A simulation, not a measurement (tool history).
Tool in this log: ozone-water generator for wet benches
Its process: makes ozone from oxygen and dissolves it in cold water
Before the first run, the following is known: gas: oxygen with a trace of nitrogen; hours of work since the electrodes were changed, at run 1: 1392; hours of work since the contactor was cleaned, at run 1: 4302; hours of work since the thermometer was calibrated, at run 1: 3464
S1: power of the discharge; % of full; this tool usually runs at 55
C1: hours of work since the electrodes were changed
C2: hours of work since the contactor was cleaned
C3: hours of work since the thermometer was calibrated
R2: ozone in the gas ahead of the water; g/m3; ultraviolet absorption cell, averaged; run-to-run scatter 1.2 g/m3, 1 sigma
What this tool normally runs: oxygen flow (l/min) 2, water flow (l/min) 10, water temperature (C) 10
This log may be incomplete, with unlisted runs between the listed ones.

{"run": 1, "hour": 0.0, "S1": 55, "oxygen flow (l/min)": 2, "water flow (l/min)": 10, "water temperature (C)": 10, "C1": 1392, "C2": 4302, "C3": 3464, "dissolved ozone (ppm)": 23.3, "R2": 221.2}
{"run": 2, "hour": 116.1, "S1": 55, "oxygen flow (l/min)": 2, "water flow (l/min)": 10, "water temperature (C)": 10, "C1": 1490, "C2": 4400, "C3": 3562, "dissolved ozone (ppm)": 23.2, "R2": 219.9}
{"run": 3, "hour": 168.4, "S1": 55, "oxygen flow (l/min)": 2, "water flow (l/min)": 9, "water temperature (C)": 10, "C1": 1533, "C2": 4444, "C3": 3606, "dissolved ozone (ppm)": 25.7, "R2": 220}
{"run": 4, "hour": 279.1, "S1": 55, "oxygen flow (l/min)": 2, "water flow (l/min)": 9, "water temperature (C)": 10, "C1": 1627, "C2": 4537, "C3": 3699, "dissolved ozone (ppm)": 25.6, "R2": 221.7}
{"run": 5, "hour": 384.2, "S1": 55, "oxygen flow (l/min)": 2, "water flow (l/min)": 9, "water temperature (C)": 10, "C1": 1715, "C2": 4625, "C3": 3787, "dissolved ozone (ppm)": 25.4, "R2": 218.2}
{"hour": 393.5, "done": "contactor cleaned"}
{"run": 6, "hour": 511.6, "S1": 55, "oxygen flow (l/min)": 2, "water flow (l/min)": 9, "water temperature (C)": 10, "C1": 1819, "C2": 99, "C3": 3891, "dissolved ozone (ppm)": 25.2, "R2": 218}
{"run": 7, "hour": 564.9, "S1": 55, "oxygen flow (l/min)": 2, "water flow (l/min)": 9, "water temperature (C)": 10, "C1": 1864, "C2": 144, "C3": 3936, "dissolved ozone (ppm)": 25.2, "R2": 217}
{"run": 8, "hour": 678.9, "S1": 43, "oxygen flow (l/min)": 2, "water flow (l/min)": 10, "water temperature (C)": 10, "C1": 1959, "C2": 240, "C3": 4031, "dissolved ozone (ppm)": 18.6, "R2": 176.8}
{"run": 9, "hour": 767.3, "S1": 43, "oxygen flow (l/min)": 2, "water flow (l/min)": 10, "water temperature (C)": 10, "C1": 2034, "C2": 314, "C3": 4106, "dissolved ozone (ppm)": 18.3, "R2": 178.2}
{"hour": 803.5, "done": "water thermometer calibrated"}
{"run": 10, "hour": 836.2, "S1": 43, "oxygen flow (l/min)": 2, "water flow (l/min)": 10, "water temperature (C)": 10, "C1": 2091, "C2": 372, "C3": 27, "dissolved ozone (ppm)": 18.5, "R2": 177}
{"run": 11, "hour": 897.4, "S1": 43, "oxygen flow (l/min)": 2, "water flow (l/min)": 10, "water temperature (C)": 10, "C1": 2143, "C2": 423, "C3": 79, "dissolved ozone (ppm)": 18.5, "R2": 176.8}
{"hour": 951.0, "done": "contactor cleaned, once more"}
{"run": 12, "hour": 995.8, "S1": 50, "oxygen flow (l/min)": 2, "water flow (l/min)": 10, "water temperature (C)": 10, "C1": 2222, "C2": 38, "C3": 158, "dissolved ozone (ppm)": 21.9, "R2": 200.8}
{"run": 13, "hour": 1086.8, "S1": 50, "oxygen flow (l/min)": 2, "water flow (l/min)": 9, "water temperature (C)": 10, "C1": 2298, "C2": 114, "C3": 235, "dissolved ozone (ppm)": 24.2, "R2": 199.4}
{"run": 14, "hour": 1149.2, "S1": 60, "oxygen flow (l/min)": 2.13, "water flow (l/min)": 12, "water temperature (C)": 9, "C1": 2351, "C2": 167, "C3": 287, "dissolved ozone (ppm)": 21.8, "R2": 225.8}
{"run": 15, "hour": 1263.5, "S1": 98, "oxygen flow (l/min)": 2.13, "water flow (l/min)": 12, "water temperature (C)": 8, "C1": 2447, "C2": 263, "C3": 383, "dissolved ozone (ppm)": 32.5, "R2": 337}
{"run": 16, "hour": 1351.3, "S1": 55, "oxygen flow (l/min)": 2, "water flow (l/min)": 10, "water temperature (C)": 13, "C1": 2521, "C2": 337, "C3": 457, "dissolved ozone (ppm)": 22.7, "R2": 216.5}
{"run": 17, "hour": 1443.2, "S1": 55, "oxygen flow (l/min)": 2, "water flow (l/min)": 10, "water temperature (C)": 6, "C1": 2598, "C2": 414, "C3": 534, "dissolved ozone (ppm)": 24.3, "R2": 217.5}

Below are 4 alternative next runs, each starting from the tool's condition after run 17. Predict each:
{"run": "A", "hour": 1514.5, "S1": 43, "oxygen flow (l/min)": 2, "water flow (l/min)": 10, "water temperature (C)": 10, "C1": 2658, "C2": 474, "C3": 594, "dissolved ozone (ppm)": "?", "R2": "?"}
{"run": "B", "hour": 1514.5, "S1": 68, "oxygen flow (l/min)": 2, "water flow (l/min)": 10, "water temperature (C)": 10, "C1": 2658, "C2": 474, "C3": 594, "dissolved ozone (ppm)": "?", "R2": "?"}
{"run": "C", "hour": 1514.5, "S1": 41, "oxygen flow (l/min)": 2.28, "water flow (l/min)": 10, "water temperature (C)": 6, "C1": 2658, "C2": 474, "C3": 594, "dissolved ozone (ppm)": "?", "R2": "?"}
{"run": "D", "hour": 1514.5, "S1": 55, "oxygen flow (l/min)": 1.1, "water flow (l/min)": 10, "water temperature (C)": 6, "C1": 2658, "C2": 474, "C3": 594, "dissolved ozone (ppm)": "?", "R2": "?"}

run=A dissolved_ozone_(ppm)=18.9 R2=176.4
run=B dissolved_ozone_(ppm)=27.8 R2=255.3
run=C dissolved_ozone_(ppm)=19.4 R2=158.5
run=D dissolved_ozone_(ppm)=20.7 R2=292.3
Without the tool's hidden state the same runs would have given:
run=A dissolved_ozone_(ppm)=19.7 R2=183.1
run=B dissolved_ozone_(ppm)=29.7 R2=271.8
run=C dissolved_ozone_(ppm)=20.2 R2=164.1
run=D dissolved_ozone_(ppm)=21.9 R2=307.6
